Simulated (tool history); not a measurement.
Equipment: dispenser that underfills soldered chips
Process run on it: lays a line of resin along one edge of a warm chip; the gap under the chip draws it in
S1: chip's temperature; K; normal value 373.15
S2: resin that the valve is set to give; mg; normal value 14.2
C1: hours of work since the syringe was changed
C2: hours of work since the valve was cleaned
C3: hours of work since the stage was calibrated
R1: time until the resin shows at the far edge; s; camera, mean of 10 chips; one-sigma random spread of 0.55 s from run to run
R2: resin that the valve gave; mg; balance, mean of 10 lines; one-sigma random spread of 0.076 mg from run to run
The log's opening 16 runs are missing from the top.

{"run": 17, "day": 3.45, "S1": 373.15, "S2": 14.2, "C1": 8, "C2": 25, "C3": 145, "R1": 71.1, "R2": 14.02}
{"run": 18, "day": 3.629, "S1": 373.15, "S2": 14.2, "C1": 11, "C2": 28, "C3": 148, "R1": 81.5, "R2": 13.98}
{"day": 3.675, "done": "new syringe of resin"}
{"run": 19, "day": 3.833, "S1": 373.15, "S2": 14.2, "C1": 3, "C2": 31, "C3": 152, "R1": 54.4, "R2": 14.04}
{"run": 20, "day": 4.025, "S1": 373.15, "S2": 14.2, "C1": 6, "C2": 35, "C3": 155, "R1": 64.0, "R2": 13.99}
{"run": 21, "day": 4.167, "S1": 381.15, "S2": 18.3, "C1": 9, "C2": 37, "C3": 158, "R1": 52.6, "R2": 18.1}
{"day": 4.346, "done": "new syringe of resin"}
{"run": 22, "day": 4.35, "S1": 359.15, "S2": 17.5, "C1": 0, "C2": 40, "C3": 161, "R1": 80.8, "R2": 17.21}
{"run": 23, "day": 4.617, "S1": 359.15, "S2": 17.5, "C1": 5, "C2": 45, "C3": 166, "R1": 104.3, "R2": 17.0}
{"run": 24, "day": 4.846, "S1": 372.15, "S2": 18.2, "C1": 9, "C2": 49, "C3": 170, "R1": 75.9, "R2": 17.8}
{"day": 5.017, "done": "new syringe of resin"}
{"run": 25, "day": 5.088, "S1": 386.15, "S2": 15.4, "C1": 1, "C2": 53, "C3": 174, "R1": 31.6, "R2": 15.0}

Run 26 is up next; what results do you expect?
{"run": 26, "day": 5.292, "S1": 386.15, "S2": 15.4, "C1": 5, "C2": 57, "C3": 178, "R1": "?", "R2": "?"}

R1: 38.4 s
R2: 15.08 mg
With no hidden state in the tool, this same run would have given R1 28.8 s, R2 15.48 mg.
